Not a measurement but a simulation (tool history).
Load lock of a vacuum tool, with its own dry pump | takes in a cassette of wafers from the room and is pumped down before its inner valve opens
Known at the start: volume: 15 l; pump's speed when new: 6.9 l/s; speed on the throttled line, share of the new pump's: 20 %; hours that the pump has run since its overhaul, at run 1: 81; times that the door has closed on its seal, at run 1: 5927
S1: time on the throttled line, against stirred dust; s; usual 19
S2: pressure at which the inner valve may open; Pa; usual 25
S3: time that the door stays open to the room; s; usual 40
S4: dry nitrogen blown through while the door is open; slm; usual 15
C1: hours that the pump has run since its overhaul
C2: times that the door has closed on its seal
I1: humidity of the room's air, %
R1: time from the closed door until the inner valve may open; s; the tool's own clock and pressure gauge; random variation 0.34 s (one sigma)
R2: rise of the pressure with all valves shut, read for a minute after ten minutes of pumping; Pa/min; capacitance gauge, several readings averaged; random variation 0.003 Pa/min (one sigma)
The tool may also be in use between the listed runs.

Run 1, hour 0: usual settings; C1 81; C2 5927; I1 44.5. Result: R1 33.6 s, R2 0.117 Pa/min.
Run 2, hour 128.3: usual settings; C1 210; C2 6421; I1 43.8. Result: R1 34.1 s, R2 0.121 Pa/min.
Run 3, hour 219.5: usual settings; C1 301; C2 6772; I1 42.9. Result: R1 33.6 s, R2 0.127 Pa/min.
Run 4, hour 349.4: usual settings but S2 33 Pa; C1 431; C2 7272; I1 46.1. Result: R1 32.4 s, R2 0.142 Pa/min.
Run 5, hour 481.5: usual settings but S2 33 Pa; C1 563; C2 7780; I1 44.6. Result: R1 33 s, R2 0.14 Pa/min.
Run 6, hour 606.3: usual settings but S4 11 slm; C1 688; C2 8260; I1 44.2. Result: R1 33.7 s, R2 0.16 Pa/min.
Run 7, hour 743.2: usual settings but S4 11 slm; C1 825; C2 8787; I1 45.2. Result: R1 33.5 s, R2 0.172 Pa/min.
Run 8, hour 921.2: usual settings but S4 11 slm; C1 1003; C2 9472; I1 43.1. Result: R1 33.6 s, R2 0.186 Pa/min.
Run 9, hour 1097: usual settings but S4 11 slm; C1 1178; C2 10149; I1 47.3. Result: R1 34.1 s, R2 0.196 Pa/min.
Run 10, hour 1194.1: usual settings; C1 1276; C2 10522; I1 42.6. Result: R1 33.5 s, R2 0.196 Pa/min.
Run 11, hour 1336.2: usual settings; C1 1418; C2 11069; I1 45.7. Result: R1 34.2 s, R2 0.21 Pa/min.
Run 12, hour 1438.2: usual settings but S1 34 s; C1 1520; C2 11462; I1 42.3. Result: R1 45.7 s, R2 0.21 Pa/min.
Run 13, hour 1571.3: usual settings but S1 34 s; C1 1653; C2 11974; I1 45.1. Result: R1 45.9 s, R2 0.22 Pa/min.
Run 14, hour 1748.4: usual settings but S1 34 s; C1 1830; C2 12656; I1 45.3. Result: R1 46.1 s, R2 0.241 Pa/min.
Run 15, hour 1823.3: usual settings but S1 34 s; C1 1905; C2 12944; I1 42.3. Result: R1 45.9 s, R2 0.238 Pa/min.
Run 16, hour 1989: usual settings but S3 74 s; C1 2070; C2 13581; I1 43.9. Result: R1 33.2 s, R2 0.274 Pa/min.
Run 17, hour 2089.9: usual settings but S2 24 Pa; C1 2171; C2 13970; I1 48.9. Result: R1 34.4 s, R2 0.269 Pa/min.
Run 18, hour 2181.8: usual settings; C1 2263; C2 14323; I1 44.5. Result: R1 34.6 s, R2 0.273 Pa/min.
Run 19, hour 2353.7: usual settings but S4 22 slm; C1 2435; C2 14985; I1 49.8. Result: R1 35 s, R2 0.298 Pa/min.
Run 20, hour 2515.4: usual settings but S1 18 s, S2 31 Pa, S3 220 s, S4 14 slm; C1 2597; C2 15607; I1 43.5. Result: R1 32.5 s, R2 0.355 Pa/min.
Run 21, hour 2626: usual settings but S2 38 Pa, S3 61 s; C1 2707; C2 16033; I1 46. Result: R1 33.3 s, R2 0.327 Pa/min.
Run 22, hour 2724.3: usual settings but S2 38 Pa, S3 61 s; C1 2806; C2 16411; I1 40.5. Result: R1 33.3 s, R2 0.335 Pa/min.
Run 23, hour 2878.4: usual settings but S2 40 Pa, S3 137 s, S4 30 slm; C1 2960; C2 17004; I1 44.6. Result: R1 32.7 s, R2 0.359 Pa/min.
Run 24, hour 2995.5: usual settings but S1 21 s, S2 40 Pa; C1 3077; C2 17455; I1 42.9. Result: R1 34 s, R2 0.358 Pa/min.
Run 25, hour 3105.3: usual settings but S1 21 s, S2 32 Pa, S4 12 slm; C1 3187; C2 17877; I1 46. Result: R1 35.1 s, R2 0.381 Pa/min.
Run 26, hour 3246.9: usual settings but S2 33 Pa, S3 139 s; C1 3328; C2 18422; I1 47.5. Result: R1 33.6 s, R2 0.416 Pa/min.
Run 27, hour 3359.5: usual settings but S1 29 s, S2 27 Pa, S3 28 s; C1 3441; C2 18855; I1 42.5. Result: R1 41.2 s, R2 0.405 Pa/min.
Run 28, hour 3457: usual settings but S1 29 s, S2 27 Pa, S3 27 s; C1 3538; C2 19231; I1 44.7. Result: R1 42.5 s, R2 0.419 Pa/min.
Run 29, hour 3628.2: usual settings but S1 29 s, S2 27 Pa, S3 27 s; C1 3710; C2 19890; I1 45.5. Result: R1 42.8 s, R2 0.433 Pa/min.
Run 30, hour 3808.9: usual settings but S1 29 s, S2 22 Pa, S3 27 s, S4 43 slm; C1 3890; C2 20585; I1 42.2. Result: R1 42.5 s, R2 0.451 Pa/min.
Run 31, hour 3966.7: usual settings but S1 28 s, S2 30 Pa, S3 30 s, S4 38 slm; C1 4048; C2 21192; I1 43.7. Result: R1 40.6 s, R2 0.476 Pa/min.
Run 32, hour 4116: usual settings but S1 32 s, S2 18 Pa; C1 4197; C2 21767; I1 45.4. Result: R1 45.3 s, R2 0.503 Pa/min.
Run 33, hour 4263.5: usual settings but S1 13 s, S2 20 Pa, S3 66 s, S4 25 slm; C1 4345; C2 22334; I1 43. Result: R1 30.9 s, R2 0.523 Pa/min.
Run 34, hour 4386.3: usual settings but S3 90 s; C1 4468; C2 22807; I1 46.2. Result: R1 34.9 s, R2 0.553 Pa/min.
Run 35, hour 4488.8: usual settings but S1 30 s; C1 4570; C2 23202; I1 45.6. Result: R1 43.5 s, R2 0.565 Pa/min.
Run 36, hour 4569.6: usual settings but S1 30 s; C1 4651; C2 23512; I1 48.8. Result: R1 43.3 s, R2 0.573 Pa/min.
Run 37, hour 4750.5: usual settings but S1 30 s, S3 227 s, S4 19 slm; C1 4832; C2 24209; I1 48.6. Result: R1 43.6 s, R2 0.619 Pa/min.

Forecast each of these 4 alternatives for the next run:
Run A, hour 4890.5: usual settings but S1 30 s, S2 40 Pa, S3 81 s, S4 19 slm; C1 4972; C2 24747; I1 45.6. Result: R1 ?, R2 ?.
Run B, hour 4890.5: usual settings but S1 12 s, S2 33 Pa, S3 227 s, S4 23 slm; C1 4972; C2 24747; I1 43.1. Result: R1 ?, R2 ?.
Run C, hour 4890.5: usual settings but S1 30 s, S3 227 s, S4 10 slm; C1 4972; C2 24747; I1 44.4. Result: R1 ?, R2 ?.
Run D, hour 4890.5: usual settings but S3 93 s; C1 4972; C2 24747; I1 47. Result: R1 ?, R2 ?.

run    R1     R2
  A    42  0.615
  B  28.2  0.641
  C  43.3  0.658
  D  34.3  0.628
Without the tool's hidden state the same runs would have given:
run    R1     R2
  A    41  0.042
  B  26.8  0.058
  C  42.2  0.083
  D    33   0.05
